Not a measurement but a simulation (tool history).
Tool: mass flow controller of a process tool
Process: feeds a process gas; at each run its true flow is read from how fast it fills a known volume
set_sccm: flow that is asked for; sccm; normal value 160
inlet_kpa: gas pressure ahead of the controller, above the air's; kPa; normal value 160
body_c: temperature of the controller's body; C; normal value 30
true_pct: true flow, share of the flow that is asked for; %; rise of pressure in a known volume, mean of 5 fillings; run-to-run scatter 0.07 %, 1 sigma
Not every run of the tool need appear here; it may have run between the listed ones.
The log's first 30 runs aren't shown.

run	hour	set_sccm	inlet_kpa	body_c	hours of work since the controller was set to zero	hours of work since the controller was changed	true_pct
31	1965.5	45	158	40	1727	1727	97.57
32	2043.8	160	205	34	1754	1754	99.11
33	2115.1	160	205	34	1779	1779	99.06
34	2166.6	160	205	34	1797	1797	98.90
35	2255.4	160	279	30	1828	1828	99.59
36	2323.3	29	160	24	1852	1852	98.85
37	2360.5	50	160	34	1865	1865	98.26
38	2421.6	160	160	27	1886	1886	99.48
39	2481.5	141	233	36	1907	1907	98.74

Forecast run 40:
40	2523.8	53	160	30	1922	1922	?

{"run 40": {"true_pct": 98.53}}
Take away the tool's hidden state, keep the run-to-run variation as it was, and the same run would have given true_pct 98.53 %.
